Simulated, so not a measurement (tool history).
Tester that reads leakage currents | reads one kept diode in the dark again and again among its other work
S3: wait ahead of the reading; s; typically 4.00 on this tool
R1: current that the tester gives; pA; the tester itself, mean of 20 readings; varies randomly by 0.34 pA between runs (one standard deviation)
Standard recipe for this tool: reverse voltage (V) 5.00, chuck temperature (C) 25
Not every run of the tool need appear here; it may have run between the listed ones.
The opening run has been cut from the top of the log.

Run 2, hour 36.4: usual settings. Result: R1 144.98 pA.
Run 3, hour 68.1: usual settings. Result: R1 145.48 pA.
Run 4, hour 87.6: usual settings. Result: R1 145.23 pA.
Run 5, hour 124.6: usual settings. Result: R1 144.99 pA.
Run 6, hour 145.2: usual settings. Result: R1 145.51 pA.
Run 7, hour 172.7: usual settings but reverse voltage (V) 18.88. Result: R1 240.89 pA.
Run 8, hour 205.4: usual settings but reverse voltage (V) 18.88. Result: R1 240.38 pA.
Run 9, hour 239.1: usual settings. Result: R1 145.01 pA.
Run 10, hour 255.6: usual settings but reverse voltage (V) 7.89. Result: R1 172.21 pA.
Run 11, hour 274.0: usual settings but reverse voltage (V) 7.89. Result: R1 171.61 pA.
Run 12, hour 300.4: usual settings but S3 2.61 s. Result: R1 145.53 pA.
Run 13, hour 338.8: usual settings but S3 2.61 s. Result: R1 144.88 pA.
Run 14, hour 365.5: usual settings but S3 2.75 s. Result: R1 145.41 pA.
Run 15, hour 396.3: usual settings but S3 2.75 s. Result: R1 145.29 pA.
Run 16, hour 417.7: usual settings but S3 2.75 s. Result: R1 145.05 pA.
Run 17, hour 436.7: usual settings but S3 2.75 s. Result: R1 144.88 pA.
Run 18, hour 469.2: usual settings but S3 2.75 s. Result: R1 145.10 pA.
Run 19, hour 487.7: usual settings but chuck temperature (C) 47, S3 2.75 s. Result: R1 666.18 pA.
Run 20, hour 516.5: usual settings but chuck temperature (C) 47, S3 2.75 s. Result: R1 668.14 pA.

Expected results for the next run?
Run 21, hour 554.0: usual settings but chuck temperature (C) 55, S3 1.45 s. Result: R1 ?.

Run 21 measured R1 1108.76 pA.
Had the tool carried no hidden state, the very same run would have given R1 1136.56 pA.
